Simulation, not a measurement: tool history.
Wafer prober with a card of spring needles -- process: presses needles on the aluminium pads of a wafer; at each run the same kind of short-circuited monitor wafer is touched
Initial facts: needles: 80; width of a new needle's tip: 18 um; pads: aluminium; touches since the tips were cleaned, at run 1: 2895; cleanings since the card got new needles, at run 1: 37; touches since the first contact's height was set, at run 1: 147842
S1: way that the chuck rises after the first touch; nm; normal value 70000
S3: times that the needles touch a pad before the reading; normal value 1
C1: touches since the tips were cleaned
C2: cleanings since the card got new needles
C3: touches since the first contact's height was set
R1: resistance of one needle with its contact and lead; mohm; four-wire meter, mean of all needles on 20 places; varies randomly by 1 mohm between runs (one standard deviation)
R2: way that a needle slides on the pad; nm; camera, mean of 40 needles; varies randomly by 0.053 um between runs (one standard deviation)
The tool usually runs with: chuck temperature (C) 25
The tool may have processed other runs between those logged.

{"run": 1, "hour": 0.0, "S1": 70000, "chuck temperature (C)": 25, "S3": 1, "C1": 2895, "C2": 37, "C3": 147842, "R1": 250, "R2": 16370}
{"hour": 3.2, "done": "tips cleaned on abrasive film"}
{"hour": 15.9, "done": "tips cleaned on abrasive film"}
{"hour": 22.4, "done": "height of the first contact set anew"}
{"hour": 31.9, "done": "tips cleaned on abrasive film"}
{"hour": 44.5, "done": "tips cleaned on abrasive film"}
{"run": 2, "hour": 48.1, "S1": 70000, "chuck temperature (C)": 25, "S3": 1, "C1": 972, "C2": 41, "C3": 6889, "R1": 244, "R2": 17350}
{"hour": 57.6, "done": "tips cleaned on abrasive film"}
{"hour": 70.2, "done": "tips cleaned on abrasive film"}
{"hour": 86.0, "done": "tips cleaned on abrasive film"}
{"run": 3, "hour": 88.2, "S1": 70000, "chuck temperature (C)": 25, "S3": 1, "C1": 606, "C2": 44, "C3": 17639, "R1": 244, "R2": 17230}
{"hour": 100.9, "done": "tips cleaned on abrasive film"}
{"hour": 116.6, "done": "tips cleaned on abrasive film"}
{"hour": 129.2, "done": "tips cleaned on abrasive film"}
{"hour": 145.0, "done": "tips cleaned on abrasive film"}
{"hour": 160.7, "done": "tips cleaned on abrasive film"}
{"run": 4, "hour": 161.4, "S1": 70000, "chuck temperature (C)": 35, "S3": 1, "C1": 173, "C2": 49, "C3": 37250, "R1": 245, "R2": 17120}
{"hour": 174.0, "done": "tips cleaned on abrasive film"}
{"hour": 189.8, "done": "tips cleaned on abrasive film"}
{"run": 5, "hour": 194.8, "S1": 70000, "chuck temperature (C)": 35, "S3": 1, "C1": 1365, "C2": 51, "C3": 46220, "R1": 249, "R2": 17010}
{"hour": 204.3, "done": "tips cleaned on abrasive film"}
{"hour": 216.9, "done": "tips cleaned on abrasive film"}
{"hour": 232.7, "done": "tips cleaned on abrasive film"}
{"hour": 248.4, "done": "tips cleaned on abrasive film"}
{"run": 6, "hour": 250.8, "S1": 70000, "chuck temperature (C)": 35, "S3": 1, "C1": 646, "C2": 55, "C3": 61233, "R1": 244, "R2": 16820}
{"hour": 263.4, "done": "tips cleaned on abrasive film"}
{"hour": 276.1, "done": "tips cleaned on abrasive film"}
{"run": 7, "hour": 288.1, "S1": 70000, "chuck temperature (C)": 25, "S3": 1, "C1": 3257, "C2": 57, "C3": 71251, "R1": 250, "R2": 16830}
{"hour": 291.4, "done": "tips cleaned on abrasive film"}
{"hour": 307.1, "done": "tips cleaned on abrasive film"}
{"hour": 322.9, "done": "tips cleaned on abrasive film"}
{"hour": 338.6, "done": "tips cleaned on abrasive film"}
{"hour": 354.4, "done": "tips cleaned on abrasive film"}
{"hour": 367.6, "done": "tips cleaned on abrasive film"}
{"run": 8, "hour": 367.6, "S1": 70000, "chuck temperature (C)": 25, "S3": 3, "C1": 0, "C2": 63, "C3": 92531, "R1": 243, "R2": 16650}
{"hour": 383.3, "done": "tips cleaned on abrasive film"}
{"hour": 399.0, "done": "tips cleaned on abrasive film"}
{"hour": 414.8, "done": "tips cleaned on abrasive film"}
{"hour": 427.4, "done": "tips cleaned on abrasive film"}
{"run": 9, "hour": 436.3, "S1": 70000, "chuck temperature (C)": 25, "S3": 3, "C1": 2409, "C2": 67, "C3": 110995, "R1": 244, "R2": 16520}
{"hour": 442.7, "done": "tips cleaned on abrasive film"}
{"hour": 458.5, "done": "tips cleaned on abrasive film"}
{"hour": 474.2, "done": "tips cleaned on abrasive film"}
{"run": 10, "hour": 485.1, "S1": 70000, "chuck temperature (C)": 25, "S3": 3, "C1": 2947, "C2": 70, "C3": 124084, "R1": 246, "R2": 16530}
{"hour": 488.4, "done": "tips cleaned on abrasive film"}
{"hour": 504.1, "done": "tips cleaned on abrasive film"}
{"hour": 516.7, "done": "tips cleaned on abrasive film"}
{"hour": 532.5, "done": "tips cleaned on abrasive film"}
{"hour": 548.2, "done": "tips cleaned on abrasive film"}
{"run": 11, "hour": 549.8, "S1": 70000, "chuck temperature (C)": 25, "S3": 3, "C1": 418, "C2": 75, "C3": 141404, "R1": 242, "R2": 16330}
{"hour": 562.4, "done": "tips cleaned on abrasive film"}
{"hour": 578.2, "done": "tips cleaned on abrasive film"}
{"hour": 593.9, "done": "tips cleaned on abrasive film"}
{"hour": 594.2, "done": "height of the first contact set anew"}
{"hour": 610.0, "done": "tips cleaned on abrasive film"}
{"run": 12, "hour": 621.0, "S1": 70000, "chuck temperature (C)": 25, "S3": 1, "C1": 2978, "C2": 79, "C3": 7203, "R1": 250, "R2": 17390}
{"hour": 624.2, "done": "tips cleaned on abrasive film"}
{"hour": 640.0, "done": "tips cleaned on abrasive film"}
{"hour": 655.7, "done": "tips cleaned on abrasive film"}
{"hour": 668.3, "done": "tips cleaned on abrasive film"}
{"hour": 684.1, "done": "tips cleaned on abrasive film"}
{"run": 13, "hour": 688.8, "S1": 87000, "chuck temperature (C)": 96, "S3": 2, "C1": 1273, "C2": 84, "C3": 25378, "R1": 259, "R2": 21400}
{"hour": 698.3, "done": "tips cleaned on abrasive film"}
{"hour": 714.1, "done": "tips cleaned on abrasive film"}
{"hour": 726.7, "done": "tips cleaned on abrasive film"}
{"hour": 742.4, "done": "tips cleaned on abrasive film"}
{"hour": 756.1, "done": "tips cleaned on abrasive film"}
{"run": 14, "hour": 756.1, "S1": 87000, "chuck temperature (C)": 96, "S3": 2, "C1": 0, "C2": 89, "C3": 43417, "R1": 261, "R2": 21280}
{"hour": 771.9, "done": "tips cleaned on abrasive film"}
{"hour": 784.5, "done": "tips cleaned on abrasive film"}
{"hour": 800.2, "done": "tips cleaned on abrasive film"}
{"hour": 812.9, "done": "tips cleaned on abrasive film"}
{"run": 15, "hour": 824.9, "S1": 79000, "chuck temperature (C)": 65, "S3": 1, "C1": 3237, "C2": 93, "C3": 61865, "R1": 260, "R2": 19150}
{"hour": 828.1, "done": "tips cleaned on abrasive film"}
{"hour": 843.8, "done": "tips cleaned on abrasive film"}
{"hour": 859.6, "done": "tips cleaned on abrasive film"}
{"run": 16, "hour": 868.5, "S1": 70000, "chuck temperature (C)": 75, "S3": 1, "C1": 2405, "C2": 96, "C3": 73566, "R1": 261, "R2": 16840}
{"hour": 874.9, "done": "tips cleaned on abrasive film"}
{"hour": 890.6, "done": "tips cleaned on abrasive film"}
{"hour": 903.2, "done": "tips cleaned on abrasive film"}
{"hour": 919.0, "done": "tips cleaned on abrasive film"}
{"hour": 934.7, "done": "tips cleaned on abrasive film"}
{"hour": 947.4, "done": "tips cleaned on abrasive film"}
{"run": 17, "hour": 947.5, "S1": 69000, "chuck temperature (C)": 40, "S3": 1, "C1": 32, "C2": 102, "C3": 94725, "R1": 248, "R2": 16480}
{"hour": 960.1, "done": "tips cleaned on abrasive film"}
{"hour": 972.7, "done": "tips cleaned on abrasive film"}
{"hour": 988.5, "done": "tips cleaned on abrasive film"}
{"hour": 1001.1, "done": "tips cleaned on abrasive film"}
{"run": 18, "hour": 1012.7, "S1": 69000, "chuck temperature (C)": 40, "S3": 1, "C1": 3115, "C2": 106, "C3": 112214, "R1": 254, "R2": 16400}

Run 19 has not been measured yet. What should we expect?
{"hour": 1015.9, "done": "tips cleaned on abrasive film"}
{"hour": 1028.5, "done": "tips cleaned on abrasive film"}
{"hour": 1044.3, "done": "tips cleaned on abrasive film"}
{"hour": 1060.0, "done": "tips cleaned on abrasive film"}
{"hour": 1075.8, "done": "tips cleaned on abrasive film"}
{"hour": 1088.4, "done": "tips cleaned on abrasive film"}
{"run": 19, "hour": 1088.9, "S1": 77000, "chuck temperature (C)": 34, "S3": 1, "C1": 128, "C2": 112, "C3": 132624, "R1": "?", "R2": "?"}

{"run 19": {"R1": 246, "R2": 18190}}
Were there no unlogged condition in the tool, this run, its random variation unchanged, would have produced R1 244 mohm, R2 19130 nm.
